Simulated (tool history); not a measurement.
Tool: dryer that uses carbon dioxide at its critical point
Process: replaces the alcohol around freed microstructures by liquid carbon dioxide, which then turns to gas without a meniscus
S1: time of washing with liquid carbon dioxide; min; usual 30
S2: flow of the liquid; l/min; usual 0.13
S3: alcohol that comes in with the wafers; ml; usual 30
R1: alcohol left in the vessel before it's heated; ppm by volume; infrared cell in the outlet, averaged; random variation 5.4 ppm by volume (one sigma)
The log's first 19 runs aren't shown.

| run | hour | S1 | S2 | S3 | R1 |
|---|---|---|---|---|---|
| 20 | 167.9 | 30 | 0.13 | 30 | 265 |
| 21 | 175.7 | 30 | 0.13 | 30 | 272 |
| 22 | 181.5 | 30 | 0.13 | 30 | 273 |
| 23 | 193.3 | 22 | 0.105 | 79 | 5296 |
| 24 | 203.6 | 22 | 0.105 | 79 | 5446 |
| 25 | 215.6 | 37 | 0.08 | 49 | 1355 |
| 26 | 221.7 | 25 | 0.111 | 82 | 2933 |
| 27 | 233.8 | 25 | 0.18 | 82 | 332 |
| 28 | 242.7 | 30 | 0.139 | 21 | 205 |
| 29 | 253 | 31 | 0.162 | 40 | 165 |
| 30 | 262.1 | 31 | 0.162 | 40 | 167 |
| 31 | 270.9 | 20 | 0.113 | 111 | 8830 |
| 32 | 278.6 | 47 | 0.082 | 51 | 542 |
| 33 | 286.2 | 30 | 0.13 | 24 | 305 |
| 34 | 297.9 | 30 | 0.13 | 24 | 327 |
| 35 | 305.9 | 30 | 0.13 | 24 | 328 |
| 36 | 317.4 | 30 | 0.19 | 79 | 178 |
| 37 | 323.3 | 29 | 0.155 | 39 | 283 |
| 38 | 335.4 | 30 | 0.105 | 30 | 903 |
| 39 | 342.4 | 28 | 0.13 | 30 | 527 |
| 40 | 352.2 | 23 | 0.164 | 32 | 499 |
| 41 | 364.1 | 22 | 0.216 | 46 | 255 |
| 42 | 371.5 | 38 | 0.092 | 108 | 2084 |
| 43 | 383 | 38 | 0.092 | 108 | 2157 |
| 44 | 392.4 | 25 | 0.123 | 53 | 1899 |

5 ways to go on from here, each from the tool as it stands after run 44. What would each give?
| A | 402 | 22 | 0.13 | 30 | ? |
| B | 402 | 21 | 0.08 | 21 | ? |
| C | 402 | 23 | 0.156 | 81 | ? |
| D | 402 | 30 | 0.209 | 35 | ? |
| E | 402 | 41 | 0.124 | 26 | ? |

| run | R1 |
|---|---|
| A | 1486 |
| B | 4652 |
| C | 1531 |
| D | 146 |
| E | 189 |
Without the tool's hidden state the same runs would have given:
| run | R1 |
|---|---|
| A | 684 |
| B | 3011 |
| C | 597 |
| D | 6 |
| E | 20 |
